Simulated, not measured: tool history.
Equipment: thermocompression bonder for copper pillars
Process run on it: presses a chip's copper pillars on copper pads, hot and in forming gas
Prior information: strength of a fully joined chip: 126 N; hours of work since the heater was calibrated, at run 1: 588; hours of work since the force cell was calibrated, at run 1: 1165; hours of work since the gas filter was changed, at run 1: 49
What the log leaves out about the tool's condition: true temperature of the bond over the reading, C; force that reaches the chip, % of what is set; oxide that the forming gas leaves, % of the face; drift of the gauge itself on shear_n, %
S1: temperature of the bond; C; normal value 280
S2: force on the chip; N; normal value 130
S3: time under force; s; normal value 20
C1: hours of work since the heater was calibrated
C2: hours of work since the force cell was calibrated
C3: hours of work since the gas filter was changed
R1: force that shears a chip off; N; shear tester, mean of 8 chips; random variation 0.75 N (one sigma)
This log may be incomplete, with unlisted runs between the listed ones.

Run 1, hour 0: usual settings; C1 588; C2 1165; C3 49. Result: R1 80.8 N.
Run 2, hour 70.6: usual settings; C1 639; C2 1216; C3 100. Result: R1 81.5 N.
Run 3, hour 121.8: usual settings; C1 676; C2 1254; C3 138. Result: R1 81.5 N.
Run 4, hour 164: usual settings; C1 707; C2 1285; C3 168. Result: R1 81.2 N.
Run 5, hour 226.1: usual settings; C1 752; C2 1330; C3 214. Result: R1 81.6 N.
Run 6, hour 281.3: usual settings; C1 793; C2 1370; C3 254. Result: R1 82.2 N.
At hour 323.4: forming gas filter changed.
Run 7, hour 351.3: usual settings; C1 843; C2 1421; C3 20. Result: R1 81.1 N.
Run 8, hour 401.1: usual settings but S2 135 N; C1 880; C2 1457; C3 57. Result: R1 83.6 N.
Run 9, hour 436: usual settings but S2 135 N; C1 905; C2 1482; C3 82. Result: R1 82.9 N.
Run 10, hour 473.7: usual settings but S2 135 N; C1 933; C2 1510; C3 110. Result: R1 85.9 N.
Run 11, hour 509.4: usual settings but S2 135 N; C1 959; C2 1536; C3 136. Result: R1 85.1 N.
Run 12, hour 544.1: usual settings but S2 135 N; C1 984; C2 1561; C3 161. Result: R1 85.2 N.
Run 13, hour 592.8: usual settings; C1 1019; C2 1597; C3 196. Result: R1 82.6 N.
Run 14, hour 624.4: usual settings; C1 1042; C2 1620; C3 219. Result: R1 81.8 N.
Run 15, hour 683.6: usual settings but S3 12 s; C1 1086; C2 1663; C3 263. Result: R1 70.5 N.
At hour 709.1: forming gas filter changed.
Run 16, hour 731.2: usual settings but S3 12 s; C1 1120; C2 1697; C3 16. Result: R1 69.8 N.
Run 17, hour 774.2: usual settings but S2 79 N, S3 12 s; C1 1151; C2 1729; C3 48. Result: R1 46.6 N.
At hour 818.6: heater calibrated with a thermocouple chip.
Run 18, hour 835.4: usual settings but S2 79 N, S3 12 s; C1 12; C2 1772; C3 91. Result: R1 45.6 N.
Run 19, hour 895.3: usual settings but S2 79 N, S3 12 s; C1 56; C2 1816; C3 134. Result: R1 44.9 N.
At hour 951.3: force cell calibrated.
Run 20, hour 961.3: usual settings but S2 79 N, S3 12 s; C1 103; C2 7; C3 181. Result: R1 44.5 N.
Run 21, hour 1022.9: usual settings but S2 79 N, S3 12 s; C1 148; C2 52; C3 226. Result: R1 44.4 N.
Run 22, hour 1066.3: usual settings but S1 305 C, S2 85 N, S3 47 s; C1 179; C2 84; C3 258. Result: R1 89.8 N.
At hour 1101.2: forming gas filter changed.
Run 23, hour 1124.9: usual settings but S1 261 C, S2 117 N; C1 222; C2 126; C3 17. Result: R1 65.5 N.
Run 24, hour 1186.5: usual settings but S1 272 C, S2 118 N, S3 29 s; C1 267; C2 171; C3 62. Result: R1 80.4 N.
Run 25, hour 1247.4: usual settings but S1 272 C, S2 182 N, S3 29 s; C1 311; C2 216; C3 107. Result: R1 103 N.
Run 26, hour 1295.8: usual settings but S1 260 C, S2 92 N, S3 15 s; C1 346; C2 251; C3 142. Result: R1 46.8 N.
Run 27, hour 1341: usual settings but S1 296 C, S2 93 N, S3 15 s; C1 379; C2 284; C3 175. Result: R1 65.9 N.
Run 28, hour 1379.5: usual settings but S1 298 C, S2 93 N, S3 54 s; C1 407; C2 312; C3 203. Result: R1 95.8 N.
Run 29, hour 1429.8: usual settings but S1 288 C, S2 93 N, S3 15 s; C1 444; C2 349; C3 240. Result: R1 61.1 N.
Run 30, hour 1465.6: usual settings but S2 148 N; C1 470; C2 375; C3 266. Result: R1 88.7 N.
At hour 1487.2: forming gas filter changed.
Run 31, hour 1526.9: usual settings but S1 290 C, S2 85 N; C1 515; C2 419; C3 29. Result: R1 64.4 N.
Run 32, hour 1587.9: usual settings but S1 290 C, S2 85 N; C1 559; C2 463; C3 73. Result: R1 63.4 N.
Run 33, hour 1627.1: usual settings but S1 252 C, S2 84 N, S3 40 s; C1 588; C2 492; C3 102. Result: R1 59.1 N.
Run 34, hour 1688: usual settings but S2 151 N, S3 53 s; C1 632; C2 536; C3 146. Result: R1 110 N.
Run 35, hour 1728.2: usual settings but S1 295 C, S2 81 N, S3 12 s; C1 661; C2 566; C3 176. Result: R1 52.5 N.
Run 36, hour 1761.1: usual settings but S1 295 C, S2 81 N, S3 12 s; C1 685; C2 590; C3 200. Result: R1 52.8 N.
Run 37, hour 1808.8: usual settings but S1 295 C, S2 81 N, S3 34 s; C1 720; C2 624; C3 235. Result: R1 76.2 N.
Run 38, hour 1846.2: usual settings but S2 161 N, S3 18 s; C1 747; C2 652; C3 262. Result: R1 93.5 N.
At hour 1874: forming gas filter changed.
Run 39, hour 1895: usual settings but S2 161 N, S3 18 s; C1 783; C2 687; C3 15. Result: R1 92.1 N.

Take each entry between the runs: how does the hidden state at the last listed run before it differ from the hidden state at the first listed run after it?
From run 6 to run 7: forming gas filter changed (hour 323.4)
  true temperature of the bond over the reading, C: 0.8 -> 0.9; force that reaches the chip, % of what is set: 100.3 -> 100.4; oxide that the forming gas leaves, % of the face: 0.77 -> 0.54
  measured less the result without the state, R1: +0.4 -> +0.6 N
From run 15 to run 16: forming gas filter changed (hour 709.1)
  oxide that the forming gas leaves, % of the face: 0.81 -> 0.54
  measured less the result without the state, R1: +0.6 -> +0.8 N
From run 17 to run 18: heater calibrated with a thermocouple chip (hour 818.6)
  true temperature of the bond over the reading, C: 1.1 -> 0; oxide that the forming gas leaves, % of the face: 0.57 -> 0.62
  measured less the result without the state, R1: +0.7 -> +0.1 N
From run 19 to run 20: force cell calibrated (hour 951.3)
  true temperature of the bond over the reading, C: 0 -> 0.1; force that reaches the chip, % of what is set: 100.4 -> 100; oxide that the forming gas leaves, % of the face: 0.66 -> 0.71
  measured less the result without the state, R1: +0.1 -> -0.1 N
From run 22 to run 23: forming gas filter changed (hour 1101.2)
  true temperature of the bond over the reading, C: 0.1 -> 0.2; oxide that the forming gas leaves, % of the face: 0.8 -> 0.52
  measured less the result without the state, R1: -0.2 -> +0.1 N
From run 30 to run 31: forming gas filter changed (hour 1487.2)
  true temperature of the bond over the reading, C: 0.4 -> 0.5; oxide that the forming gas leaves, % of the face: 0.79 -> 0.54
  measured less the result without the state, R1: +0 -> +0.3 N
From run 38 to run 39: forming gas filter changed (hour 1874)
  force that reaches the chip, % of what is set: 100.1 -> 100.2; oxide that the forming gas leaves, % of the face: 0.8 -> 0.52
  measured less the result without the state, R1: +0.2 -> +0.5 N
